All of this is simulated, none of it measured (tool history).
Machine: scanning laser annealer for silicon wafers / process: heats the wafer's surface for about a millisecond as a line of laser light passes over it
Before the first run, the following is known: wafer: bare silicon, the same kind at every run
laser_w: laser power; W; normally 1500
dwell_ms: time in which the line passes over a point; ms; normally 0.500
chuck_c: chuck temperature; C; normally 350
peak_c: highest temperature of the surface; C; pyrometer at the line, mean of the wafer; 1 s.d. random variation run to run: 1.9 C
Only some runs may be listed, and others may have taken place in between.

{"run": 1, "hour": 0.0, "laser_w": 1500, "dwell_ms": 0.5, "chuck_c": 350, "peak_c": 1063}
{"run": 2, "hour": 6.8, "laser_w": 1500, "dwell_ms": 0.5, "chuck_c": 350, "peak_c": 1063}
{"run": 3, "hour": 13.5, "laser_w": 1500, "dwell_ms": 0.5, "chuck_c": 350, "peak_c": 1061}
{"run": 4, "hour": 17.8, "laser_w": 1500, "dwell_ms": 0.5, "chuck_c": 350, "peak_c": 1060}
{"run": 5, "hour": 25.6, "laser_w": 1500, "dwell_ms": 0.5, "chuck_c": 350, "peak_c": 1059}
{"run": 6, "hour": 33.6, "laser_w": 1500, "dwell_ms": 0.512, "chuck_c": 350, "peak_c": 1069}
{"run": 7, "hour": 42.0, "laser_w": 1359, "dwell_ms": 0.5, "chuck_c": 350, "peak_c": 991}
{"run": 8, "hour": 46.2, "laser_w": 1359, "dwell_ms": 0.5, "chuck_c": 350, "peak_c": 992}
{"run": 9, "hour": 53.7, "laser_w": 1359, "dwell_ms": 0.5, "chuck_c": 350, "peak_c": 985}
{"hour": 57.5, "done": "laser's power meter calibrated"}
{"hour": 60.9, "done": "window over the wafer cleaned"}
{"run": 10, "hour": 64.6, "laser_w": 1500, "dwell_ms": 0.386, "chuck_c": 350, "peak_c": 989}
{"run": 11, "hour": 71.6, "laser_w": 1500, "dwell_ms": 0.386, "chuck_c": 350, "peak_c": 991}
{"run": 12, "hour": 79.5, "laser_w": 1500, "dwell_ms": 0.386, "chuck_c": 350, "peak_c": 988}
{"run": 13, "hour": 88.9, "laser_w": 1500, "dwell_ms": 0.386, "chuck_c": 350, "peak_c": 990}
{"run": 14, "hour": 95.0, "laser_w": 1500, "dwell_ms": 0.5, "chuck_c": 311, "peak_c": 1045}
{"hour": 101.3, "done": "laser's power meter calibrated, once more"}
{"run": 15, "hour": 104.6, "laser_w": 1598, "dwell_ms": 0.549, "chuck_c": 350, "peak_c": 1179}
{"run": 16, "hour": 110.2, "laser_w": 1549, "dwell_ms": 0.373, "chuck_c": 350, "peak_c": 1001}
{"run": 17, "hour": 118.1, "laser_w": 1549, "dwell_ms": 0.373, "chuck_c": 350, "peak_c": 1003}
{"run": 18, "hour": 124.6, "laser_w": 1549, "dwell_ms": 0.461, "chuck_c": 354, "peak_c": 1083}
{"run": 19, "hour": 132.1, "laser_w": 1449, "dwell_ms": 0.597, "chuck_c": 387, "peak_c": 1166}
{"run": 20, "hour": 138.9, "laser_w": 1423, "dwell_ms": 0.39, "chuck_c": 329, "peak_c": 940}
{"run": 21, "hour": 148.6, "laser_w": 1500, "dwell_ms": 0.463, "chuck_c": 388, "peak_c": 1090}
{"run": 22, "hour": 152.6, "laser_w": 1530, "dwell_ms": 0.5, "chuck_c": 350, "peak_c": 1097}
{"run": 23, "hour": 161.8, "laser_w": 1462, "dwell_ms": 0.468, "chuck_c": 349, "peak_c": 1038}
{"run": 24, "hour": 168.6, "laser_w": 1399, "dwell_ms": 0.615, "chuck_c": 324, "peak_c": 1088}
{"run": 25, "hour": 174.6, "laser_w": 1458, "dwell_ms": 0.5, "chuck_c": 342, "peak_c": 1054}
{"run": 26, "hour": 182.1, "laser_w": 1551, "dwell_ms": 0.532, "chuck_c": 368, "peak_c": 1153}
{"run": 27, "hour": 187.7, "laser_w": 1551, "dwell_ms": 0.532, "chuck_c": 367, "peak_c": 1149}

Alternative continuations, all from the tool just after run 27; predict every row:
{"run": "A", "hour": 197.4, "laser_w": 1296, "dwell_ms": 0.564, "chuck_c": 352, "peak_c": "?"}
{"run": "B", "hour": 197.4, "laser_w": 1323, "dwell_ms": 0.5, "chuck_c": 350, "peak_c": "?"}
{"run": "C", "hour": 197.4, "laser_w": 1551, "dwell_ms": 0.539, "chuck_c": 347, "peak_c": "?"}
{"run": "D", "hour": 197.4, "laser_w": 1500, "dwell_ms": 0.465, "chuck_c": 350, "peak_c": "?"}
{"run": "E", "hour": 197.4, "laser_w": 1310, "dwell_ms": 0.445, "chuck_c": 367, "peak_c": "?"}

run=A peak_c=1021
run=B peak_c=990
run=C peak_c=1139
run=D peak_c=1050
run=E peak_c=963
Had the tool no hidden state, the same runs would have come out as:
run=A peak_c=1030
run=B peak_c=999
run=C peak_c=1149
run=D peak_c=1060
run=E peak_c=971
